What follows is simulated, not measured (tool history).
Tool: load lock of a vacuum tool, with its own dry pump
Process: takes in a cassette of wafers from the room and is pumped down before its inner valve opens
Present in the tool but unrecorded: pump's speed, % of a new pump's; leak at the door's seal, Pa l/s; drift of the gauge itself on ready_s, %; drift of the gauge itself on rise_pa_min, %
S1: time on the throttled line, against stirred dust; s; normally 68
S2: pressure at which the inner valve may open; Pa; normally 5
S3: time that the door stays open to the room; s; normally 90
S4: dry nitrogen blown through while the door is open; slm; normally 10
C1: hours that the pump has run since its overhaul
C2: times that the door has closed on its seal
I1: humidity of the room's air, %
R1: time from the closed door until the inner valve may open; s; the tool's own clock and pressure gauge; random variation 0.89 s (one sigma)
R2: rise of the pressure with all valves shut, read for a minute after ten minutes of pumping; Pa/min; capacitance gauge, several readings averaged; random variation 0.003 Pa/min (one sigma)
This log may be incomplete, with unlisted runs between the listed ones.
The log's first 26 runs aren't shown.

{"run": 27, "hour": 1894.3, "S1": 71, "S2": 4, "S3": 107, "S4": 9, "C1": 3104, "C2": 24423, "I1": 43.4, "R1": 145, "R2": 0.034}
{"run": 28, "hour": 1940.7, "S1": 71, "S2": 4, "S3": 107, "S4": 9, "C1": 3150, "C2": 24614, "I1": 45.2, "R1": 142.5, "R2": 0.036}
{"run": 29, "hour": 1989.9, "S1": 71, "S2": 4, "S3": 107, "S4": 9, "C1": 3200, "C2": 24818, "I1": 45.3, "R1": 144.9, "R2": 0.034}
{"run": 30, "hour": 2083.1, "S1": 68, "S2": 5, "S3": 90, "S4": 10, "C1": 3293, "C2": 25202, "I1": 44.2, "R1": 140, "R2": 0.035}
{"run": 31, "hour": 2171.9, "S1": 68, "S2": 8, "S3": 90, "S4": 30, "C1": 3382, "C2": 25568, "I1": 44.9, "R1": 136.3, "R2": 0.021}
{"run": 32, "hour": 2225.5, "S1": 68, "S2": 8, "S3": 90, "S4": 30, "C1": 3435, "C2": 25789, "I1": 45.1, "R1": 136.5, "R2": 0.013}
{"run": 33, "hour": 2271.4, "S1": 68, "S2": 4, "S3": 27, "S4": 30, "C1": 3481, "C2": 25978, "I1": 47.5, "R1": 142.8, "R2": 0.013}
{"run": 34, "hour": 2340.8, "S1": 58, "S2": 9, "S3": 41, "S4": 7, "C1": 3550, "C2": 26264, "I1": 48.5, "R1": 126.7, "R2": 0.033}
{"run": 35, "hour": 2428.2, "S1": 58, "S2": 9, "S3": 41, "S4": 7, "C1": 3638, "C2": 26625, "I1": 42.3, "R1": 127, "R2": 0.026}
{"run": 36, "hour": 2500.7, "S1": 58, "S2": 9, "S3": 41, "S4": 7, "C1": 3710, "C2": 26924, "I1": 42.6, "R1": 126.6, "R2": 0.028}

Forecast each of these 4 alternatives for the next run:
{"run": "A", "hour": 2561.0, "S1": 64, "S2": 7, "S3": 41, "S4": 4, "C1": 3771, "C2": 27172, "I1": 45, "R1": "?", "R2": "?"}
{"run": "B", "hour": 2561.0, "S1": 58, "S2": 9, "S3": 99, "S4": 21, "C1": 3771, "C2": 27172, "I1": 44.3, "R1": "?", "R2": "?"}
{"run": "C", "hour": 2561.0, "S1": 68, "S2": 5, "S3": 90, "S4": 5, "C1": 3771, "C2": 27172, "I1": 43.1, "R1": "?", "R2": "?"}
{"run": "D", "hour": 2561.0, "S1": 52, "S2": 9, "S3": 41, "S4": 7, "C1": 3771, "C2": 27172, "I1": 43, "R1": "?", "R2": "?"}

run=A R1=133.3 R2=0.034
run=B R1=126.3 R2=0.031
run=C R1=139.9 R2=0.046
run=D R1=122.2 R2=0.024
Had the tool no hidden state, the same runs would have come out as:
run=A R1=133.3 R2=0.033
run=B R1=126.3 R2=0.031
run=C R1=139.9 R2=0.045
run=D R1=122.2 R2=0.023
